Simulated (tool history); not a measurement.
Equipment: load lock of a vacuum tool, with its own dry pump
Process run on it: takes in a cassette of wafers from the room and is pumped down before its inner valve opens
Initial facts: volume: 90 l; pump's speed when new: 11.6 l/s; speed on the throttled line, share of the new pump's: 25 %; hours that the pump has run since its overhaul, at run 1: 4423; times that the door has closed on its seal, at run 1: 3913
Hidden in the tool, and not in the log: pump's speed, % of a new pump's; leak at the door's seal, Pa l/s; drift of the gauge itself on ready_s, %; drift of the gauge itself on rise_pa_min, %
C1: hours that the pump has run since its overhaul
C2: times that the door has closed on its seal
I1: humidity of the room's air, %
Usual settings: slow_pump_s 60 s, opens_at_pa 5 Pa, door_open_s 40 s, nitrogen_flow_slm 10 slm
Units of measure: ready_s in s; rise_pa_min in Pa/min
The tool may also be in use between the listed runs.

Run 1, day 0.000: usual settings; C1 4423; C2 3913; I1 42.5. Result: ready_s 124.9 s, rise_pa_min 0.023 Pa/min.
Run 2, day 2.575: usual settings but nitrogen_flow_slm 24 slm; C1 4485; C2 4116; I1 47.1. Result: ready_s 126.0 s, rise_pa_min 0.020 Pa/min.
Run 3, day 4.683: usual settings but slow_pump_s 107 s; C1 4535; C2 4282; I1 44.8. Result: ready_s 162.6 s, rise_pa_min 0.027 Pa/min.
Run 4, day 7.296: usual settings but slow_pump_s 107 s, opens_at_pa 8 Pa; C1 4598; C2 4487; I1 41.9. Result: ready_s 156.1 s, rise_pa_min 0.025 Pa/min.
Run 5, day 10.608: usual settings but slow_pump_s 107 s, opens_at_pa 8 Pa; C1 4677; C2 4748; I1 45.1. Result: ready_s 156.7 s, rise_pa_min 0.029 Pa/min.
Run 6, day 13.517: usual settings but slow_pump_s 107 s, opens_at_pa 8 Pa; C1 4747; C2 4976; I1 43.7. Result: ready_s 157.3 s, rise_pa_min 0.029 Pa/min.
Run 7, day 15.212: usual settings; C1 4788; C2 5109; I1 45.5. Result: ready_s 126.7 s, rise_pa_min 0.034 Pa/min.
Run 8, day 17.138: usual settings; C1 4834; C2 5261; I1 43.4. Result: ready_s 125.1 s, rise_pa_min 0.024 Pa/min.
Run 9, day 19.800: usual settings but nitrogen_flow_slm 21 slm; C1 4898; C2 5470; I1 44.8. Result: ready_s 124.6 s, rise_pa_min 0.019 Pa/min.
Run 10, day 21.871: usual settings; C1 4948; C2 5633; I1 46.4. Result: ready_s 127.4 s, rise_pa_min 0.025 Pa/min.
Run 11, day 24.108: usual settings; C1 5001; C2 5809; I1 43.8. Result: ready_s 127.9 s, rise_pa_min 0.036 Pa/min.
Run 12, day 27.688: usual settings; C1 5087; C2 6090; I1 42.6. Result: ready_s 125.3 s, rise_pa_min 0.031 Pa/min.
Run 13, day 30.629: usual settings; C1 5158; C2 6322; I1 48.9. Result: ready_s 127.3 s, rise_pa_min 0.034 Pa/min.
Run 14, day 34.179: usual settings but nitrogen_flow_slm 12 slm; C1 5243; C2 6601; I1 44.5. Result: ready_s 125.8 s, rise_pa_min 0.032 Pa/min.
Run 15, day 38.288: usual settings but nitrogen_flow_slm 12 slm; C1 5342; C2 6924; I1 47.9. Result: ready_s 127.2 s, rise_pa_min 0.035 Pa/min.
Run 16, day 41.604: usual settings but nitrogen_flow_slm 12 slm; C1 5421; C2 7185; I1 44.9. Result: ready_s 126.2 s, rise_pa_min 0.036 Pa/min.
Run 17, day 45.392: usual settings but nitrogen_flow_slm 12 slm; C1 5512; C2 7482; I1 45.5. Result: ready_s 126.9 s, rise_pa_min 0.034 Pa/min.
Run 18, day 48.796: usual settings but nitrogen_flow_slm 5 slm; C1 5594; C2 7750; I1 44.3. Result: ready_s 126.1 s, rise_pa_min 0.042 Pa/min.
Run 19, day 51.892: usual settings but door_open_s 81 s, nitrogen_flow_slm 34 slm; C1 5668; C2 7993; I1 47.0. Result: ready_s 127.8 s, rise_pa_min 0.025 Pa/min.
Run 20, day 55.488: usual settings but slow_pump_s 101 s, opens_at_pa 8 Pa; C1 5755; C2 8276; I1 43.5. Result: ready_s 152.9 s, rise_pa_min 0.035 Pa/min.
Run 21, day 59.229: usual settings but slow_pump_s 101 s; C1 5844; C2 8570; I1 46.2. Result: ready_s 156.9 s, rise_pa_min 0.033 Pa/min.
Run 22, day 61.425: usual settings but opens_at_pa 6 Pa, door_open_s 114 s; C1 5897; C2 8743; I1 46.1. Result: ready_s 126.5 s, rise_pa_min 0.061 Pa/min.
Run 23, day 63.504: usual settings but opens_at_pa 9 Pa, door_open_s 145 s, nitrogen_flow_slm 5 slm; C1 5947; C2 8906; I1 47.3. Result: ready_s 121.8 s, rise_pa_min 0.081 Pa/min.
Run 24, day 65.929: usual settings but opens_at_pa 6 Pa, nitrogen_flow_slm 36 slm; C1 6005; C2 9097; I1 46.8. Result: ready_s 124.6 s, rise_pa_min 0.025 Pa/min.
Run 25, day 68.871: usual settings but door_open_s 43 s; C1 6076; C2 9328; I1 45.2. Result: ready_s 127.9 s, rise_pa_min 0.035 Pa/min.
Run 26, day 71.071: usual settings but slow_pump_s 44 s, opens_at_pa 6 Pa, door_open_s 43 s; C1 6129; C2 9501; I1 45.7. Result: ready_s 113.8 s, rise_pa_min 0.036 Pa/min.
Run 27, day 73.542: usual settings but slow_pump_s 96 s, opens_at_pa 6 Pa, door_open_s 49 s; C1 6188; C2 9695; I1 46.9. Result: ready_s 153.6 s, rise_pa_min 0.047 Pa/min.
Run 28, day 76.362: usual settings but slow_pump_s 96 s, opens_at_pa 6 Pa, door_open_s 49 s; C1 6256; C2 9917; I1 45.3. Result: ready_s 152.9 s, rise_pa_min 0.043 Pa/min.
Run 29, day 80.021: usual settings but slow_pump_s 55 s, opens_at_pa 6 Pa, door_open_s 35 s, nitrogen_flow_slm 14 slm; C1 6343; C2 10205; I1 46.2. Result: ready_s 122.1 s, rise_pa_min 0.038 Pa/min.
Run 30, day 83.608: usual settings but opens_at_pa 6 Pa, door_open_s 149 s; C1 6429; C2 10487; I1 46.0. Result: ready_s 126.3 s, rise_pa_min 0.072 Pa/min.
Run 31, day 87.746: usual settings but opens_at_pa 9 Pa, door_open_s 149 s, nitrogen_flow_slm 32 slm; C1 6529; C2 10812; I1 43.3. Result: ready_s 121.9 s, rise_pa_min 0.039 Pa/min.
Run 32, day 90.579: usual settings but slow_pump_s 40 s, opens_at_pa 9 Pa, door_open_s 149 s, nitrogen_flow_slm 32 slm; C1 6597; C2 11035; I1 42.2. Result: ready_s 109.1 s, rise_pa_min 0.044 Pa/min.
Run 33, day 93.879: usual settings but slow_pump_s 40 s, opens_at_pa 9 Pa, door_open_s 149 s, nitrogen_flow_slm 32 slm; C1 6676; C2 11295; I1 51.4. Result: ready_s 107.9 s, rise_pa_min 0.054 Pa/min.
Run 34, day 96.633: usual settings but slow_pump_s 76 s, door_open_s 149 s, nitrogen_flow_slm 7 slm; C1 6742; C2 11511; I1 47.7. Result: ready_s 140.1 s, rise_pa_min 0.083 Pa/min.
Run 35, day 100.083: usual settings but slow_pump_s 117 s, opens_at_pa 6 Pa, door_open_s 77 s, nitrogen_flow_slm 5 slm; C1 6825; C2 11782; I1 46.9. Result: ready_s 167.3 s, rise_pa_min 0.074 Pa/min.
Run 36, day 103.942: usual settings but slow_pump_s 54 s, opens_at_pa 6 Pa, door_open_s 77 s, nitrogen_flow_slm 27 slm; C1 6917; C2 12086; I1 46.4. Result: ready_s 120.5 s, rise_pa_min 0.042 Pa/min.

3 ways to go on from here, each from the tool as it stands after run 36. What would each give?
Run A, day 107.108: usual settings but slow_pump_s 54 s, opens_at_pa 4 Pa, door_open_s 77 s, nitrogen_flow_slm 27 slm; C1 6993; C2 12335; I1 46.6. Result: ready_s ?, rise_pa_min ?.
Run B, day 107.108: usual settings but opens_at_pa 9 Pa, nitrogen_flow_slm 12 slm; C1 6993; C2 12335; I1 50.0. Result: ready_s ?, rise_pa_min ?.
Run C, day 107.108: usual settings but slow_pump_s 54 s, opens_at_pa 6 Pa, door_open_s 101 s, nitrogen_flow_slm 7 slm; C1 6993; C2 12335; I1 49.3. Result: ready_s ?, rise_pa_min ?.

run  ready_s  rise_pa_min
  A    125.9        0.045
  B    123.8        0.044
  C    122.5        0.072
The same runs, with their run-to-run variation unchanged, on a tool lacking any hidden condition would have given:
run  ready_s  rise_pa_min
  A    120.2        0.021
  B    118.7        0.019
  C    117.0        0.047
